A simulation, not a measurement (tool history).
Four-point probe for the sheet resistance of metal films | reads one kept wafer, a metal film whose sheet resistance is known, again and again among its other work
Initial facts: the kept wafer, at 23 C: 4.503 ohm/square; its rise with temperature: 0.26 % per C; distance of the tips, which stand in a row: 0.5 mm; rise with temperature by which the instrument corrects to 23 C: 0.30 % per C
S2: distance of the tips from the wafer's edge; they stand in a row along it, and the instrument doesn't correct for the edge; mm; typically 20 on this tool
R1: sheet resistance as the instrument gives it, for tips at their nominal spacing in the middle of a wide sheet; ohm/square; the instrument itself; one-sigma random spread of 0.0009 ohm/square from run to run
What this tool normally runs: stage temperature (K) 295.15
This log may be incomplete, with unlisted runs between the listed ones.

Run 1, hour 0.0: usual settings. Result: R1 4.487400 ohm/square.
Run 2, hour 37.8: usual settings. Result: R1 4.487022 ohm/square.
Run 3, hour 67.2: usual settings but stage temperature (K) 301.15. Result: R1 4.477015 ohm/square.
Run 4, hour 125.6: usual settings but S2 69 mm. Result: R1 4.485423 ohm/square.
Run 5, hour 180.8: usual settings but S2 69 mm. Result: R1 4.484230 ohm/square.
Run 6, hour 206.0: usual settings but S2 14 mm. Result: R1 4.488429 ohm/square.
Run 7, hour 237.8: usual settings but stage temperature (K) 298.15. Result: R1 4.484885 ohm/square.
Run 8, hour 280.8: usual settings but stage temperature (K) 299.15. Result: R1 4.481328 ohm/square.
Run 9, hour 331.5: usual settings but stage temperature (K) 299.15. Result: R1 4.481074 ohm/square.
Run 10, hour 364.7: usual settings. Result: R1 4.489481 ohm/square.
Run 11, hour 395.8: usual settings but S2 9 mm. Result: R1 4.493901 ohm/square.
Run 12, hour 425.6: usual settings but stage temperature (K) 306.15. Result: R1 4.473777 ohm/square.
Run 13, hour 456.7: usual settings but S2 17 mm. Result: R1 4.488430 ohm/square.
Run 14, hour 497.3: usual settings but S2 17 mm. Result: R1 4.489845 ohm/square.
Run 15, hour 528.3: usual settings but S2 17 mm. Result: R1 4.488690 ohm/square.
Run 16, hour 560.6: usual settings but S2 17 mm. Result: R1 4.490289 ohm/square.
Run 17, hour 596.1: usual settings but S2 41 mm. Result: R1 4.488969 ohm/square.
Run 18, hour 652.6: usual settings but S2 41 mm. Result: R1 4.487543 ohm/square.
Run 19, hour 700.5: usual settings. Result: R1 4.490757 ohm/square.
Run 20, hour 761.4: usual settings. Result: R1 4.491463 ohm/square.
Run 21, hour 819.6: usual settings. Result: R1 4.492229 ohm/square.
Run 22, hour 859.1: usual settings. Result: R1 4.490223 ohm/square.
Run 23, hour 888.9: usual settings but S2 43 mm. Result: R1 4.490875 ohm/square.
Run 24, hour 929.5: usual settings but S2 11 mm. Result: R1 4.497712 ohm/square.
Run 25, hour 969.3: usual settings but stage temperature (K) 291.15, S2 29 mm. Result: R1 4.495974 ohm/square.
Run 26, hour 1016.6: usual settings but stage temperature (K) 291.15, S2 64 mm. Result: R1 4.497063 ohm/square.
Run 27, hour 1062.9: usual settings but stage temperature (K) 306.15, S2 40 mm. Result: R1 4.474709 ohm/square.
Run 28, hour 1104.0: usual settings but stage temperature (K) 297.15, S2 62 mm. Result: R1 4.487216 ohm/square.
Run 29, hour 1139.6: usual settings but stage temperature (K) 297.15, S2 62 mm. Result: R1 4.489176 ohm/square.
Run 30, hour 1199.7: usual settings but stage temperature (K) 297.15, S2 57 mm. Result: R1 4.487820 ohm/square.
Run 31, hour 1256.0: usual settings but stage temperature (K) 298.15. Result: R1 4.489139 ohm/square.
Run 32, hour 1299.1: usual settings but stage temperature (K) 292.15, S2 14 mm. Result: R1 4.500464 ohm/square.

The next listed run, before its measurement:
Run 33, hour 1341.0: usual settings but stage temperature (K) 292.15, S2 14 mm. Result: R1 ?.

Run 33 yielded R1 4.500851 ohm/square.
Minus the tool's unlogged condition, the same run would have read R1 4.512172 ohm/square.
